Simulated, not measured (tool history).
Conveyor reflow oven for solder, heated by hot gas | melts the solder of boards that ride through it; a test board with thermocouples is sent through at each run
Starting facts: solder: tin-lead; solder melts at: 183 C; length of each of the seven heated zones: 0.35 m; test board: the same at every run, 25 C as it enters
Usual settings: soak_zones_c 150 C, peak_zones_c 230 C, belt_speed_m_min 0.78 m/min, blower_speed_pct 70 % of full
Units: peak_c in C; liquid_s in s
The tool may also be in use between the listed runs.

run	hour	soak_zones_c	peak_zones_c	belt_speed_m_min	blower_speed_pct	peak_c	liquid_s
1	0	150	230	0.78	70	209.5	38
2	30.8	150	230	0.78	70	209.3	37.9
3	73.1	150	230	0.78	70	208	36.6
4	98.9	150	230	0.78	71	208.1	36.6
5	148.7	150	230	0.78	71	208.2	36.7
6	194.7	150	230	0.807	70	210.1	37.3
7	239.5	150	230	0.807	70	210.2	37.2
8	293.6	150	230	0.807	70	209.8	37
9	350.5	150	229	0.78	70	210.1	38.5
10	389.5	158	230	0.78	70	212.9	43.3
11	436.6	158	230	0.78	70	212.5	43.5
12	489.6	150	230	0.78	70	210.7	39
13	529.3	150	230	0.78	80	212	40.4
14	587.3	156	230	0.78	70	211.9	41.7
15	615.6	156	230	0.78	70	211.9	41.9
16	680.9	156	230	0.78	70	213.4	42.9
17	712.4	150	224	0.78	62	205.5	35.1
18	770.3	149	231	0.78	70	212.2	39.9
19	806.1	149	231	0.78	70	212	39.9
20	833.1	158	218	0.876	59	198.7	26.8
21	883.6	150	219	0.78	70	202.9	33.2
22	941.7	150	227	0.78	57	206.3	35.4
23	974.4	150	227	0.78	57	206.1	35.4
24	1017.3	150	227	0.78	57	206.1	35.3
25	1055	164	240	0.781	65	221.3	50.2
26	1117.1	164	240	0.781	65	221.2	50.4
27	1156.6	164	240	0.781	65	222.6	51.1
28	1214.5	163	220	0.625	55	210.6	56.8
29	1269.2	142	236	0.703	78	219	46.1
30	1299.9	144	228	0.62	65	214.2	50.4
31	1357.6	144	228	0.63	57	212.1	48

Put back what was entered between runs (6 entries, withheld): which listed runs does each sit between, and how does the hidden state differ from the listed run before to the listed run after?
From run 2 to run 3: flux residue cleaned out of gas plates and filters (hour 64.3)
  heat that the gas passes to the board, % of a clean oven's: 93.9 -> 89.4; belt's true speed, % of the reading: 99.16 -> 99.13; true gas temperature in zones 6 and 7 over the reading, C: 0.45 -> 0.49
  measured result minus the result with no hidden state, peak_c: -1.1 -> -2.4 C; liquid_s: -0.7 -> -2 s
From run 5 to run 6: flux residue cleaned out of gas plates and filters, once more (hour 192.7)
  heat that the gas passes to the board, % of a clean oven's: 88.5 -> 99.4; belt's true speed, % of the reading: 99.06 -> 99.02; true gas temperature in zones 6 and 7 over the reading, C: 0.58 -> 0.62
  measured result minus the result with no hidden state, peak_c: -2.6 -> +0.7 C; liquid_s: -2.2 -> +0.9 s
From run 15 to run 16: flux residue cleaned out of gas plates and filters (hour 659.5)
  heat that the gas passes to the board, % of a clean oven's: 94.4 -> 99.6; belt's true speed, % of the reading: 98.64 -> 98.59; true gas temperature in zones 6 and 7 over the reading, C: 1.09 -> 1.16
  measured result minus the result with no hidden state, peak_c: -0.2 -> +1.3 C; liquid_s: +0.2 -> +1.4 s
From run 26 to run 27: flux residue cleaned out of gas plates and filters (hour 1127.9)
  heat that the gas passes to the board, % of a clean oven's: 94.3 -> 99.5; belt's true speed, % of the reading: 98.18 -> 98.15; true gas temperature in zones 6 and 7 over the reading, C: 1.65 -> 1.69
  measured result minus the result with no hidden state, peak_c: +0.3 -> +1.9 C; liquid_s: +1 -> +1.9 s
From run 28 to run 29: belt drive overhauled, speed set with a stopwatch (hour 1261.9); thermocouples of zones 6 and 7 changed (hour 1268.1)
  heat that the gas passes to the board, % of a clean oven's: 98.8 -> 98.2; belt's true speed, % of the reading: 98.1 -> 99.97; true gas temperature in zones 6 and 7 over the reading, C: 1.75 -> 0.91
  measured result minus the result with no hidden state, peak_c: +1.6 -> +0.3 C; liquid_s: +2.4 -> +0.1 s
